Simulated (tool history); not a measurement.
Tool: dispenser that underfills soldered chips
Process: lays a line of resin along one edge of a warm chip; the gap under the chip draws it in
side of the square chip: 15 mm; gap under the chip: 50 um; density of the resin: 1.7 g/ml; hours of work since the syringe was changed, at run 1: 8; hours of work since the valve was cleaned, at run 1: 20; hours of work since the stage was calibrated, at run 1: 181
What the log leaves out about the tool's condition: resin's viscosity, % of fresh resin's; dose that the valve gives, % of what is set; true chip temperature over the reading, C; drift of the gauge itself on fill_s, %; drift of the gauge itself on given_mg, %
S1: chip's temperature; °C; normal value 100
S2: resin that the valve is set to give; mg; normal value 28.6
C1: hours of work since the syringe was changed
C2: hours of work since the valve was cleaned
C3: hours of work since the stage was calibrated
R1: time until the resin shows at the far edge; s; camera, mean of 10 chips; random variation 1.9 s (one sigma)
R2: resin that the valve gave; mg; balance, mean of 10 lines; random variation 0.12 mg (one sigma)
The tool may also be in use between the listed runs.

run   hour   S1    S2  C1   C2   C3     R1     R2
  1    0.0  100  28.6   8   20  181  343.8  28.13
       3.3  -- new syringe of resin
  2   10.7  100  28.6   5   28  189  288.8  27.75
      17.0  -- new syringe of resin
  3   17.3  100  28.6   0   32  193  186.9  27.71
  4   26.7  100  28.6   7   39  200  322.4  27.76
      30.8  -- new syringe of resin
  5   35.5  100  28.6   3   46  207  244.4  27.26
      44.5  -- new syringe of resin
  6   45.8  100  28.6   1   53  214  200.5  27.22
  7   52.0  100  28.6   6   58  219  289.9  27.21
      58.2  -- new syringe of resin
  8   63.7  100  28.6   4   66  227  251.3  26.89
      71.5  -- new syringe of resin
  9   74.2  100  28.6   2   73  235  220.2  26.76
 10   83.6  100  28.6   9   80  241  377.8  26.65
      85.4  -- new syringe of resin
 11   93.6  100  30.5   6   88  249  302.1  28.20
      99.1  -- new syringe of resin
 12  100.1  100  30.5   1   92  253  198.8  28.02
 13  111.4  100  30.5   9  101  262  370.2  27.68
     112.4  -- new syringe of resin
 14  118.4  100  30.5   4  106  267  262.7  27.94
     126.2  -- new syringe of resin
 15  126.9  100  30.5   0  112  273  194.8  27.60
 16  133.1  107  28.6   5  116  277  229.4  25.64
     139.9  -- new syringe of resin
 17  144.2  107  28.6   3  124  285  198.8  25.49
     148.7  -- dispensing valve cleaned and set on the balance
 18  152.8  100  29.8   9    3  291  361.5  29.73
     154.5  -- new syringe of resin
 19  164.6  100  29.8   7   12  299  325.8  29.51
     168.6  -- new syringe of resin
 20  174.2  100  29.8   4   18  306  249.6  29.56
     182.9  -- new syringe of resin
 21  184.8   98  30.3   1   26  314  218.3  29.79
 22  194.8   96  27.1   9   33  321  418.9  26.59
     196.3  -- new syringe of resin
 23  202.8   96  27.1   5   39  327  302.7  26.29
     210.2  -- new syringe of resin
 24  214.6   95  25.0   3   48  335  288.4  23.84
 25  219.6  106  27.7   7   51  339  264.7  26.42
     223.6  -- new syringe of resin
 26  230.4  106  27.7   5   59  347  229.9  26.20
     237.0  -- new syringe of resin
 27  237.0  108  28.6   0   64  352  146.8  27.10
 28  241.9  108  28.6   4   67  355  191.1  27.49
 29  247.5  109  36.0   8   72  359  249.2  33.83
     251.3  -- new syringe of resin
 30  258.6  109  36.0   5   80  367  206.1  33.60
     264.8  -- new syringe of resin
 31  266.6  109  36.0   1   85  373  153.5  33.78
 32  275.1  104  35.3   8   92  379  288.9  32.75
     278.1  -- new syringe of resin
 33  281.1  104  35.3   2   96  384  185.6  32.59
     291.5  -- new syringe of resin
 34  291.9  110  25.1   0  104  391  146.8  22.88

Here are 4 independent what-if runs from the current tool condition. What would each one return?
  A  298.8  110  35.1   5  109  396   ?   ?
  B  298.8  110  27.9   5  109  396   ?   ?
  C  298.8  104  24.7   5  109  396   ?   ?
  D  298.8  110  29.6   5  109  396   ?   ?

run     R1     R2
  A  201.0  32.14
  B  210.2  25.47
  C  261.4  22.59
  D  207.1  26.86
Without the tool's unlogged condition, the same runs would have read:
run     R1     R2
  A  135.3  35.25
  B  139.7  27.92
  C  171.6  24.76
  D  138.2  29.45

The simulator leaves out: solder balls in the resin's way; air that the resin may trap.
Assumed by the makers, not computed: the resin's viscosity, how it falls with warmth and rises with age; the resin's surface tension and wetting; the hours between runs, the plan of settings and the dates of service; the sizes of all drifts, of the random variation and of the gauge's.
